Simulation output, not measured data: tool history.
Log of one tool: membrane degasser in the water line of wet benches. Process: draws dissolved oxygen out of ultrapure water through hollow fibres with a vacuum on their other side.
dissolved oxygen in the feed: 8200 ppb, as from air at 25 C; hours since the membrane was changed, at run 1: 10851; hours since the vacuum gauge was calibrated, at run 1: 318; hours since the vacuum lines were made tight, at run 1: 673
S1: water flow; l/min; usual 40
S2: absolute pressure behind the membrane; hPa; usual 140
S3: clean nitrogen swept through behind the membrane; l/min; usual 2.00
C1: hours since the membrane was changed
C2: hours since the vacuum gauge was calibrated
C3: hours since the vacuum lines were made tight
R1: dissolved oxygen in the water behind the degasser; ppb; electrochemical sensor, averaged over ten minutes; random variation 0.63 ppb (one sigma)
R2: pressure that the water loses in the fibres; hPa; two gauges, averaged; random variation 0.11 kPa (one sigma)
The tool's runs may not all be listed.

{"run": 1, "day": 0.0, "S1": 40, "S2": 140, "S3": 2.0, "C1": 10851, "C2": 318, "C3": 673, "R1": 457.4, "R2": 451.1}
{"run": 2, "day": 8.438, "S1": 40, "S2": 323, "S3": 2.0, "C1": 11054, "C2": 520, "C3": 875, "R1": 1137.3, "R2": 451.4}
{"run": 3, "day": 20.2, "S1": 44, "S2": 323, "S3": 2.0, "C1": 11336, "C2": 802, "C3": 1157, "R1": 1228.8, "R2": 498.4}
{"run": 4, "day": 32.138, "S1": 44, "S2": 323, "S3": 2.0, "C1": 11623, "C2": 1089, "C3": 1444, "R1": 1228.4, "R2": 497.3}
{"run": 5, "day": 45.083, "S1": 40, "S2": 140, "S3": 2.0, "C1": 11933, "C2": 1400, "C3": 1755, "R1": 460.4, "R2": 454.4}
{"run": 6, "day": 54.708, "S1": 40, "S2": 140, "S3": 2.0, "C1": 12164, "C2": 1631, "C3": 1986, "R1": 461.4, "R2": 453.9}
{"run": 7, "day": 68.062, "S1": 40, "S2": 140, "S3": 2.0, "C1": 12485, "C2": 1951, "C3": 2306, "R1": 461.7, "R2": 453.5}
{"run": 8, "day": 74.367, "S1": 40, "S2": 140, "S3": 2.0, "C1": 12636, "C2": 2102, "C3": 2457, "R1": 461.9, "R2": 454.7}
{"run": 9, "day": 81.933, "S1": 40, "S2": 140, "S3": 2.0, "C1": 12818, "C2": 2284, "C3": 2639, "R1": 461.8, "R2": 454.0}
{"run": 10, "day": 95.058, "S1": 40, "S2": 140, "S3": 2.0, "C1": 13133, "C2": 2599, "C3": 2954, "R1": 463.7, "R2": 457.8}
{"run": 11, "day": 101.179, "S1": 29, "S2": 125, "S3": 2.87, "C1": 13280, "C2": 2746, "C3": 3101, "R1": 218.9, "R2": 330.5}
{"run": 12, "day": 109.575, "S1": 25, "S2": 333, "S3": 1.07, "C1": 13481, "C2": 2947, "C3": 3302, "R1": 1324.7, "R2": 285.7}
{"run": 13, "day": 115.821, "S1": 25, "S2": 333, "S3": 1.07, "C1": 13631, "C2": 3097, "C3": 3452, "R1": 1327.5, "R2": 283.9}
{"run": 14, "day": 125.946, "S1": 25, "S2": 333, "S3": 1.07, "C1": 13874, "C2": 3340, "C3": 3695, "R1": 1326.3, "R2": 284.3}
{"run": 15, "day": 133.683, "S1": 48, "S2": 168, "S3": 1.08, "C1": 14060, "C2": 3526, "C3": 3881, "R1": 1073.8, "R2": 546.9}
{"run": 16, "day": 142.529, "S1": 39, "S2": 168, "S3": 2.15, "C1": 14272, "C2": 3738, "C3": 4093, "R1": 531.1, "R2": 444.7}
{"run": 17, "day": 153.046, "S1": 56, "S2": 161, "S3": 0.81, "C1": 14525, "C2": 3991, "C3": 4346, "R1": 1387.0, "R2": 639.7}
{"run": 18, "day": 159.733, "S1": 40, "S2": 349, "S3": 4.46, "C1": 14685, "C2": 4151, "C3": 4506, "R1": 633.7, "R2": 455.9}

Measured less the same run without the tool's hidden state. The same run-to-run variation is in both; the gauge's scatter may not be:
The hidden state here: membrane still open, %; true pressure behind the membrane over the reading, kPa; air that leaks in behind the membrane, l/min; drift of the gauge itself on oxygen_ppb, %; drift of the gauge itself on loss_of_pressure_kpa, %.
run=1 R1=-0.8 R2=+13.4
run=2 R1=-0.3 R2=+13.7
run=3 R1=+0.4 R2=+15.5
run=4 R1=+1.0 R2=+15.9
run=5 R1=+1.2 R2=+15.0
run=6 R1=+1.5 R2=+15.2
run=7 R1=+2.2 R2=+15.6
run=8 R1=+2.4 R2=+15.9
run=9 R1=+2.7 R2=+16.1
run=10 R1=+3.4 R2=+16.6
run=11 R1=+2.1 R2=+12.2
run=12 R1=+5.5 R2=+10.6
run=13 R1=+6.0 R2=+10.8
run=14 R1=+6.5 R2=+10.9
run=15 R1=+8.1 R2=+21.3
run=16 R1=+5.4 R2=+17.7
run=17 R1=+12.0 R2=+25.9
run=18 R1=+4.8 R2=+18.7

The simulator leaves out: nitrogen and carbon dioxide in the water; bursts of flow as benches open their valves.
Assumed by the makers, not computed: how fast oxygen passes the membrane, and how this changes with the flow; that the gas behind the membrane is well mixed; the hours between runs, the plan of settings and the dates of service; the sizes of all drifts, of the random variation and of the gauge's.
